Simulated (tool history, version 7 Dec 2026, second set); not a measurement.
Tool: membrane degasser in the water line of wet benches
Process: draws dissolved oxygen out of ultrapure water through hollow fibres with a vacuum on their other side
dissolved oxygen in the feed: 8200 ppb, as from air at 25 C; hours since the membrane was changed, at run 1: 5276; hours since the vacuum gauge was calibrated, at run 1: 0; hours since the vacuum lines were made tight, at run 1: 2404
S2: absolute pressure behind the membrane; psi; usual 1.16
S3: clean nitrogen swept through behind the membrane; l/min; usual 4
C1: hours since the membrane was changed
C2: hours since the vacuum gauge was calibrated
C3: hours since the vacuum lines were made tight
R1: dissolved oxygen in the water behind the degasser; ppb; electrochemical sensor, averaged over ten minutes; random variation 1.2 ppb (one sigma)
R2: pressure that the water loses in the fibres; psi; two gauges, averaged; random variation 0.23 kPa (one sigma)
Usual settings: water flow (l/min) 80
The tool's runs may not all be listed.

{"run": 1, "hour": 0.0, "water flow (l/min)": 80, "S2": 1.16, "S3": 4, "C1": 5276, "C2": 0, "C3": 2404, "R1": 233.7, "R2": 8.186}
{"run": 2, "hour": 282.3, "water flow (l/min)": 80, "S2": 1.16, "S3": 4, "C1": 5558, "C2": 282, "C3": 2687, "R1": 235, "R2": 8.126}
{"run": 3, "hour": 429.5, "water flow (l/min)": 80, "S2": 1.16, "S3": 4, "C1": 5706, "C2": 429, "C3": 2834, "R1": 234.2, "R2": 8.118}
{"run": 4, "hour": 582.2, "water flow (l/min)": 80, "S2": 1.16, "S3": 4, "C1": 5858, "C2": 582, "C3": 2987, "R1": 232, "R2": 8.128}
{"run": 5, "hour": 778.8, "water flow (l/min)": 80, "S2": 1.16, "S3": 4, "C1": 6055, "C2": 779, "C3": 3183, "R1": 230.3, "R2": 8.096}
{"run": 6, "hour": 969.1, "water flow (l/min)": 80, "S2": 1.16, "S3": 4, "C1": 6245, "C2": 969, "C3": 3373, "R1": 235.1, "R2": 8.048}
{"run": 7, "hour": 1212.7, "water flow (l/min)": 80, "S2": 1.16, "S3": 4, "C1": 6489, "C2": 1213, "C3": 3617, "R1": 232.6, "R2": 8.035}
{"run": 8, "hour": 1411.7, "water flow (l/min)": 80, "S2": 0.834, "S3": 4, "C1": 6688, "C2": 1412, "C3": 3816, "R1": 136.9, "R2": 8.063}
{"run": 9, "hour": 1536.5, "water flow (l/min)": 121, "S2": 1.16, "S3": 4, "C1": 6813, "C2": 1536, "C3": 3941, "R1": 389.2, "R2": 12.141}
{"run": 10, "hour": 1778.0, "water flow (l/min)": 80, "S2": 1.16, "S3": 4, "C1": 7054, "C2": 1778, "C3": 4182, "R1": 234, "R2": 8.064}
{"hour": 2059.0, "done": "seals of the vacuum lines changed"}
{"run": 11, "hour": 2076.9, "water flow (l/min)": 80, "S2": 1.16, "S3": 4, "C1": 7351, "C2": 2075, "C3": 18, "R1": 234.6, "R2": 8.039}
{"run": 12, "hour": 2307.4, "water flow (l/min)": 80, "S2": 1.16, "S3": 4, "C1": 7581, "C2": 2305, "C3": 248, "R1": 234.6, "R2": 8.044}
{"run": 13, "hour": 2493.6, "water flow (l/min)": 80, "S2": 1.16, "S3": 4, "C1": 7768, "C2": 2492, "C3": 435, "R1": 233.8, "R2": 8.022}
{"hour": 2606.2, "done": "gauge calibrated"}
{"run": 14, "hour": 2635.2, "water flow (l/min)": 80, "S2": 0.775, "S3": 4, "C1": 7909, "C2": 2633, "C3": 576, "R1": 119.5, "R2": 8.164}
{"run": 15, "hour": 2790.8, "water flow (l/min)": 80, "S2": 1.281, "S3": 4, "C1": 8065, "C2": 2789, "C3": 732, "R1": 270.2, "R2": 8.067}
{"run": 16, "hour": 2983.1, "water flow (l/min)": 80, "S2": 1.281, "S3": 4, "C1": 8257, "C2": 2981, "C3": 924, "R1": 269.7, "R2": 8.124}
{"run": 17, "hour": 3157.3, "water flow (l/min)": 50, "S2": 2.412, "S3": 1.71, "C1": 8431, "C2": 3155, "C3": 1098, "R1": 769.9, "R2": 5.049}
{"run": 18, "hour": 3308.1, "water flow (l/min)": 50, "S2": 2.412, "S3": 1.71, "C1": 8582, "C2": 3306, "C3": 1249, "R1": 766.3, "R2": 5.079}
{"run": 19, "hour": 3534.3, "water flow (l/min)": 59, "S2": 1.548, "S3": 5.67, "C1": 8808, "C2": 3532, "C3": 1475, "R1": 187.9, "R2": 5.964}
{"run": 20, "hour": 3819.0, "water flow (l/min)": 59, "S2": 1.548, "S3": 5.67, "C1": 9093, "C2": 3817, "C3": 1760, "R1": 187.7, "R2": 5.91}

Forecast run 21:
{"hour": 3957.6, "done": "vacuum gauge calibrated"}
{"run": 21, "hour": 4055.8, "water flow (l/min)": 80, "S2": 0.747, "S3": 4.82, "C1": 9329, "C2": 98, "C3": 1996, "R1": "?", "R2": "?"}

{"run 21": {"R1": 99.3, "R2": 8.003}}
Without the tool's hidden state the same run would have given R1 99.1 ppb, R2 8.095 psi.
